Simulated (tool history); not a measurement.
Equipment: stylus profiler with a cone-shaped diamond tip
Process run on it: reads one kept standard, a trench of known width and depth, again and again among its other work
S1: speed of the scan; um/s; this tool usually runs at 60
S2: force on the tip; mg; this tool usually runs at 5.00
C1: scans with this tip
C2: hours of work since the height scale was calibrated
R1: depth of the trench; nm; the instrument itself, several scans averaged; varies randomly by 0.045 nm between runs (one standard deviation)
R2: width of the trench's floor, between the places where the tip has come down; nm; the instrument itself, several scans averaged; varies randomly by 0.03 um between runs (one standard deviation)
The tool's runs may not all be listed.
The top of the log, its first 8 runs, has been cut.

run 9 hour=104.2 | S1=29 S2=5.00 | C1=2031 C2=384 | R1=203.31 R2=27910
run 10 hour=119.6 | S1=29 S2=5.00 | C1=2095 C2=396 | R1=203.23 R2=27930
run 11 hour=134.1 | S1=29 S2=7.42 | C1=2155 C2=407 | R1=204.16 R2=28000
run 12 hour=148.1 | S1=60 S2=5.00 | C1=2213 C2=418 | R1=203.18 R2=27790
run 13 hour=157.3 | S1=60 S2=1.75 | C1=2251 C2=425 | R1=201.57 R2=27680
run 14 hour=168.8 | S1=60 S2=5.00 | C1=2298 C2=434 | R1=203.18 R2=27890
run 15 hour=177.8 | S1=222 S2=5.00 | C1=2335 C2=441 | R1=203.15 R2=27140
run 16 hour=189.6 | S1=41 S2=5.00 | C1=2384 C2=450 | R1=203.19 R2=27870
run 17 hour=204.9 | S1=60 S2=5.00 | C1=2447 C2=462 | R1=203.25 R2=27800
run 18 hour=214.5 | S1=102 S2=5.00 | C1=2487 C2=470 | R1=203.15 R2=27660
run 19 hour=230.0 | S1=60 S2=5.00 | C1=2551 C2=482 | R1=203.21 R2=27820
run 20 hour=244.1 | S1=60 S2=5.00 | C1=2610 C2=493 | R1=203.28 R2=27830
run 21 hour=260.5 | S1=21 S2=5.00 | C1=2677 C2=506 | R1=203.19 R2=27990
run 22 hour=276.9 | S1=21 S2=5.00 | C1=2745 C2=519 | R1=203.15 R2=27940
run 23 hour=292.6 | S1=16 S2=5.93 | C1=2810 C2=531 | R1=203.63 R2=27990
run 24 hour=312.0 | S1=62 S2=8.21 | C1=2890 C2=546 | R1=204.49 R2=27890
run 25 hour=324.6 | S1=62 S2=8.21 | C1=2943 C2=556 | R1=204.40 R2=27870
run 26 hour=335.0 | S1=98 S2=7.17 | C1=2985 C2=564 | R1=204.10 R2=27720
run 27 hour=347.1 | S1=121 S2=10.61 | C1=3035 C2=573 | R1=205.23 R2=27730
run 28 hour=355.2 | S1=96 S2=10.79 | C1=3069 C2=580 | R1=205.42 R2=27810
run 29 hour=364.1 | S1=96 S2=10.79 | C1=3106 C2=587 | R1=205.38 R2=27830
run 30 hour=383.4 | S1=180 S2=4.93 | C1=3186 C2=602 | R1=203.12 R2=27350
run 31 hour=396.0 | S1=180 S2=4.93 | C1=3238 C2=612 | R1=203.20 R2=27340

Run 32 has not been measured yet. What should we expect?
run 32 hour=414.9 | S1=139 S2=2.49 | C1=3316 C2=626 | R1=? R2=?

R1: 202.06 nm
R2: 27310 nm
The same run, on a tool lacking any hidden state, would have yielded R1 202.06 nm, R2 27310 nm.
